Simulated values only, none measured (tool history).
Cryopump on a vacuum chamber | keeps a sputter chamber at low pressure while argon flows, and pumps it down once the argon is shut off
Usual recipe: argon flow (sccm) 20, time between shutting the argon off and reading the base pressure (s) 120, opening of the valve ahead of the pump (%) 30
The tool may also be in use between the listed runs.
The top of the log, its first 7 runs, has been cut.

run   hour  argon flow (sccm)  time between shutting the argon off and reading the base pressure (s)  opening of the valve ahead of the pump (%)  pressure while argon flows (Pa)  pressure after the wait (uPa)
  8  180.9                 20                                                                    120                                          43                           0.0464                           1.26
  9  213.1                 20                                                                    120                                          32                           0.0612                           1.26
 10  246.4                 20                                                                    120                                          32                           0.0615                           1.32
 11  261.1                 20                                                                    120                                          32                           0.0617                           1.28
 12  285.6                 20                                                                    120                                          32                           0.0615                           1.36
 13  299.9                 20                                                                    120                                          32                           0.0613                           1.29
 14  327.5                 20                                                                    120                                          30                           0.0654                           1.32
 15  349.6                 20                                                                    120                                          30                           0.0659                           1.36
 16  363.4                 20                                                                    120                                          30                           0.0656                           1.29
 17  380.6                 20                                                                    120                                          30                           0.0656                           1.28
 18  413.2                 11                                                                     57                                          30                           0.0364                            1.9
 19  436.9                 10                                                                    127                                          17                           0.0559                           1.31
 20  457.4                 11                                                                    120                                          20                           0.0539                           1.39
 21  476.3                 11                                                                    120                                          20                           0.0533                           1.39
 22    494                 22                                                                    120                                          22                           0.0981                           1.36
 23  527.5                 36                                                                    294                                          47                           0.0782                           1.02
 24  541.4                 14                                                                    162                                          47                           0.0304                           1.22
 25  564.6                 20                                                                     60                                          30                            0.066                           1.99
     572.3  -- pump warmed up, emptied and cooled again
 26    602                 13                                                                    142                                          26                           0.0466                           1.18
 27  624.4                 13                                                                    142                                          26                           0.0466                           1.15
 28  656.4                 20                                                                     25                                          32                           0.0584                           3.54
 29    676                 13                                                                     23                                          30                           0.0407                           3.78
 30  696.6                 13                                                                     23                                          30                           0.0401                           3.84
 31  720.2                 20                                                                     30                                          30                           0.0622                           2.99

The next listed run, before its measurement:
 32  749.5                 14                                                                    120                                          30                                ?                              ?

{"run 32": {"pressure while argon flows (Pa)": 0.0442, "pressure after the wait (uPa)": 1.28}}
Had the tool carried no hidden state, the very same run would have given pressure while argon flows (Pa) 0.0438, pressure after the wait (uPa) 0.76.
